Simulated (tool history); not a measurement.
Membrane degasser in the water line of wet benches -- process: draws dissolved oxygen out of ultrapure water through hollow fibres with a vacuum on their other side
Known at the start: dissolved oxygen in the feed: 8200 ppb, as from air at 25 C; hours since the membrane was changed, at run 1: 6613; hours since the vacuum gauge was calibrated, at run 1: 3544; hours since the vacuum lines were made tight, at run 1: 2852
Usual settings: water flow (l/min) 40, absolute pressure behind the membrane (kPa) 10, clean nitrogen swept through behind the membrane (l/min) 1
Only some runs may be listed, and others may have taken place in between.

run,hour,water flow (l/min),absolute pressure behind the membrane (kPa),clean nitrogen swept through behind the membrane (l/min),hours since the membrane was changed,hours since the vacuum gauge was calibrated,hours since the vacuum lines were made tight,dissolved oxygen in the water behind the degasser (ppb),pressure that the water loses in the fibres (kPa)
1,0,40,10,1,6613,3544,2852,587.4,56.42
2,146.9,40,10,0.78,6760,3691,2999,681.5,55.72
3,314.3,40,10,0.78,6927,3859,3166,684.2,56.7
# hour 338.7: seals of the vacuum lines changed
4,411.2,40,10,0.78,7022,3953,73,692.6,55.91
5,497.5,34,10,0.78,7108,4040,159,597.5,48.05
6,594.3,40,10,1.81,7205,4136,256,382.6,56.72
7,781.7,40,10,1,7393,4324,443,568.7,56.41
8,944.1,40,10,1,7555,4486,605,586.3,56.38
9,1075.7,40,10,1,7687,4618,737,574.1,56.17
10,1258.4,40,10,1,7869,4801,920,580.7,56.55
11,1452.9,32,10,1,8064,4995,1114,466,45.41
12,1543.1,52,10,1.64,8154,5085,1204,529.9,73.48
13,1662.7,40,6.4,2.4,8274,5205,1324,188.1,56.19
14,1853.8,27,11.8,1.57,8465,5396,1515,357.3,38.09
15,1953.3,27,11.8,1.57,8564,5496,1615,353.8,37.7
16,2088.1,40,10,2.17,8699,5630,1749,341.2,55.91
17,2201.2,40,10,2.17,8812,5743,1863,339.5,56.43
18,2403.8,40,8.6,0.5,9015,5946,2065,730.2,56.47
19,2583.1,40,8.6,0.5,9194,6125,2244,737.4,56.45
20,2729.9,40,20.3,1.2,9341,6272,2391,1114.5,56.26
# hour 2862.2: vacuum gauge calibrated
21,2862.2,58,20.3,1.09,9473,0,2523,1577.1,81.66
22,3036.8,58,20.3,1.09,9647,175,2698,1546.7,81.77

Hidden condition of the tool, last listed run before each entry between runs versus first listed run after:
In the gap between runs 3 and 4: seals of the vacuum lines changed (hour 338.7)
  air that leaks in behind the membrane, l/min: 0.0022 -> 0.002
In the gap between runs 20 and 21: vacuum gauge calibrated (hour 2862.2)
  nothing in the hidden state changes from one run to the other
